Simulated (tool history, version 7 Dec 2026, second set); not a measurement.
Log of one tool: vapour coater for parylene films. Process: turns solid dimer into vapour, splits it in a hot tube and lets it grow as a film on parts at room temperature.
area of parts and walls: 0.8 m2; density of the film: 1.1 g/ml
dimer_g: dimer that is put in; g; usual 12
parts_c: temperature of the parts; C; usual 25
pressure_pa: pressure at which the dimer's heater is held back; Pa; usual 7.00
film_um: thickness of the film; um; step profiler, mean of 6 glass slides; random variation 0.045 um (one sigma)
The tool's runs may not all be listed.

run 1 hour=0.0 | dimer_g=12 parts_c=25 pressure_pa=7.00 | film_um=6.52
run 2 hour=15.4 | dimer_g=12 parts_c=25 pressure_pa=7.00 | film_um=6.55
run 3 hour=29.1 | dimer_g=12 parts_c=21 pressure_pa=7.00 | film_um=7.15
run 4 hour=40.4 | dimer_g=12 parts_c=21 pressure_pa=7.00 | film_um=7.05
run 5 hour=57.9 | dimer_g=12 parts_c=21 pressure_pa=7.00 | film_um=7.04
run 6 hour=71.5 | dimer_g=12 parts_c=21 pressure_pa=7.00 | film_um=7.06
run 7 hour=90.0 | dimer_g=12 parts_c=34 pressure_pa=7.00 | film_um=5.19
run 8 hour=105.8 | dimer_g=12 parts_c=34 pressure_pa=7.00 | film_um=5.18
-- hour=107.9 table's thermometer calibrated
run 9 hour=117.5 | dimer_g=12 parts_c=34 pressure_pa=7.00 | film_um=5.18
run 10 hour=138.6 | dimer_g=12 parts_c=34 pressure_pa=7.00 | film_um=5.22
run 11 hour=150.3 | dimer_g=12 parts_c=34 pressure_pa=7.00 | film_um=5.18
run 12 hour=166.3 | dimer_g=12 parts_c=29 pressure_pa=7.00 | film_um=5.75
run 13 hour=186.8 | dimer_g=12 parts_c=29 pressure_pa=7.00 | film_um=5.77
-- hour=202.9 table's thermometer calibrated, once more
run 14 hour=207.1 | dimer_g=12 parts_c=29 pressure_pa=7.00 | film_um=5.71
-- hour=218.8 trap's valve overhauled
run 15 hour=225.4 | dimer_g=12 parts_c=25 pressure_pa=2.49 | film_um=8.62
run 16 hour=244.0 | dimer_g=12 parts_c=25 pressure_pa=2.49 | film_um=8.61
run 17 hour=257.5 | dimer_g=11 parts_c=31 pressure_pa=2.03 | film_um=7.12
run 18 hour=274.3 | dimer_g=12 parts_c=25 pressure_pa=6.99 | film_um=7.01
run 19 hour=287.6 | dimer_g=9 parts_c=36 pressure_pa=11.32 | film_um=3.65
run 20 hour=302.6 | dimer_g=5 parts_c=27 pressure_pa=10.10 | film_um=2.54
run 21 hour=314.0 | dimer_g=5 parts_c=27 pressure_pa=10.10 | film_um=2.58
run 22 hour=328.3 | dimer_g=9 parts_c=17 pressure_pa=8.46 | film_um=5.99
run 23 hour=348.2 | dimer_g=6 parts_c=25 pressure_pa=6.22 | film_um=3.53
run 24 hour=364.7 | dimer_g=6 parts_c=25 pressure_pa=6.22 | film_um=3.53
run 25 hour=379.8 | dimer_g=22 parts_c=32 pressure_pa=6.34 | film_um=10.80

Run 26 comes next. What will it give?
run 26 hour=392.2 | dimer_g=7 parts_c=33 pressure_pa=4.57 | film_um=?

Run 26 gave film_um 3.60 um.
Without the tool's hidden state the same run would have given film_um 3.73 um.

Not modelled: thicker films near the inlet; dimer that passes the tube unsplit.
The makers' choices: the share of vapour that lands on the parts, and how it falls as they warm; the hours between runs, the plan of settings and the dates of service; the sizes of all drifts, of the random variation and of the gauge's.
